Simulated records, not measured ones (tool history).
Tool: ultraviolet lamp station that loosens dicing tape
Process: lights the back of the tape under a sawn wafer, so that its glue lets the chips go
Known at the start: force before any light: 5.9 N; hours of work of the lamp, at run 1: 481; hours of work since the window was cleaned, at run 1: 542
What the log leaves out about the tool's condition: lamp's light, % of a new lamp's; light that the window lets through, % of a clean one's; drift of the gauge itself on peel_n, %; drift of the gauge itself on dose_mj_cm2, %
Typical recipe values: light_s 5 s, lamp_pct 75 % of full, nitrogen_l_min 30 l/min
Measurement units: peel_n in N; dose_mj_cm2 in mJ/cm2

| run | hour | light_s | lamp_pct | nitrogen_l_min | hours of work of the lamp | hours of work since the window was cleaned | peel_n | dose_mj_cm2 |
|---|---|---|---|---|---|---|---|---|
| 1 | 0.0 | 5 | 75 | 30 | 481 | 542 | 0.957 | 164 |
| 2 | 29.4 | 5 | 75 | 30 | 496 | 558 | 1.031 | 161 |
| 3 | 57.1 | 5 | 75 | 30 | 511 | 572 | 1.013 | 161 |
| 4 | 82.3 | 5 | 75 | 30 | 524 | 585 | 1.007 | 156 |
| 5 | 105.7 | 5 | 75 | 28 | 536 | 597 | 1.090 | 154 |
| 6 | 120.5 | 5 | 75 | 28 | 544 | 605 | 1.102 | 158 |
| 7 | 149.9 | 5 | 75 | 28 | 559 | 620 | 1.096 | 151 |
|  | 152.7 | window cleaned of glue's vapour |
| 8 | 163.0 | 5 | 75 | 28 | 566 | 5 | 0.920 | 165 |
| 9 | 179.3 | 5 | 75 | 28 | 574 | 14 | 0.968 | 166 |
| 10 | 196.0 | 5 | 75 | 28 | 583 | 23 | 1.025 | 165 |
| 11 | 222.1 | 5 | 75 | 30 | 596 | 36 | 1.003 | 158 |
| 12 | 247.9 | 5 | 75 | 30 | 610 | 50 | 1.000 | 160 |
| 13 | 267.4 | 2 | 75 | 30 | 620 | 60 | 2.770 | 64 |
| 14 | 291.6 | 5 | 65 | 30 | 633 | 72 | 1.308 | 135 |
| 15 | 305.0 | 5 | 75 | 25 | 640 | 79 | 1.127 | 152 |
| 16 | 321.8 | 5 | 75 | 25 | 648 | 88 | 1.146 | 152 |
| 17 | 338.3 | 5 | 75 | 25 | 657 | 97 | 1.147 | 152 |
| 18 | 366.4 | 5 | 75 | 25 | 672 | 111 | 1.169 | 152 |
| 19 | 393.7 | 5 | 75 | 25 | 686 | 126 | 1.202 | 150 |
|  | 409.8 | lamp changed |
| 20 | 410.2 | 5 | 92 | 30 | 0 | 134 | 0.382 | 292 |
| 21 | 428.1 | 5 | 100 | 30 | 10 | 143 | 0.346 | 315 |
| 22 | 449.1 | 5 | 100 | 30 | 20 | 154 | 0.352 | 308 |
| 23 | 468.3 | 3 | 69 | 15 | 30 | 164 | 1.707 | 128 |
| 24 | 496.1 | 2 | 87 | 18 | 45 | 178 | 1.928 | 110 |
| 25 | 515.1 | 7 | 75 | 30 | 55 | 188 | 0.346 | 323 |
| 26 | 533.5 | 2 | 66 | 30 | 64 | 198 | 2.232 | 79 |
| 27 | 551.6 | 2 | 95 | 44 | 74 | 207 | 1.416 | 113 |
| 28 | 568.3 | 2 | 72 | 30 | 83 | 216 | 2.214 | 89 |
| 29 | 590.3 | 2 | 72 | 30 | 94 | 228 | 2.222 | 86 |
| 30 | 606.7 | 4 | 97 | 25 | 103 | 236 | 0.592 | 229 |
| 31 | 632.0 | 4 | 97 | 25 | 116 | 249 | 0.600 | 223 |
| 32 | 651.1 | 8 | 75 | 30 | 126 | 259 | 0.302 | 348 |
| 33 | 667.4 | 8 | 65 | 30 | 134 | 268 | 0.367 | 309 |
| 34 | 685.1 | 6 | 71 | 10 | 143 | 277 | 0.868 | 243 |
| 35 | 708.1 | 6 | 71 | 10 | 155 | 289 | 0.864 | 240 |
| 36 | 720.8 | 5 | 71 | 11 | 162 | 296 | 1.097 | 197 |
| 37 | 736.6 | 5 | 71 | 11 | 170 | 304 | 1.104 | 201 |
| 38 | 765.4 | 7 | 62 | 20 | 185 | 319 | 0.607 | 243 |
| 39 | 781.0 | 8 | 83 | 12 | 193 | 327 | 0.416 | 367 |
| 40 | 800.6 | 3 | 73 | 39 | 204 | 337 | 1.357 | 121 |
| 41 | 825.4 | 3 | 73 | 39 | 217 | 350 | 1.415 | 119 |
| 42 | 844.3 | 9 | 75 | 15 | 226 | 360 | 0.371 | 364 |
| 43 | 867.6 | 3 | 61 | 49 | 239 | 372 | 1.617 | 95 |
| 44 | 883.3 | 4 | 89 | 48 | 247 | 380 | 0.640 | 189 |

3 ways to go on from here, each from the tool as it stands after run 44. What would each give?
| A | 896.5 | 8 | 89 | 38 | 254 | 387 | ? | ? |
| B | 896.5 | 4 | 86 | 48 | 254 | 387 | ? | ? |
| C | 896.5 | 5 | 75 | 50 | 254 | 387 | ? | ? |

| run | peel_n | dose_mj_cm2 |
|---|---|---|
| A | 0.280 | 378 |
| B | 0.692 | 177 |
| C | 0.588 | 198 |
Had the tool no hidden state, the same runs would have come out as:
| run | peel_n | dose_mj_cm2 |
|---|---|---|
| A | 0.254 | 467 |
| B | 0.494 | 220 |
| C | 0.422 | 245 |
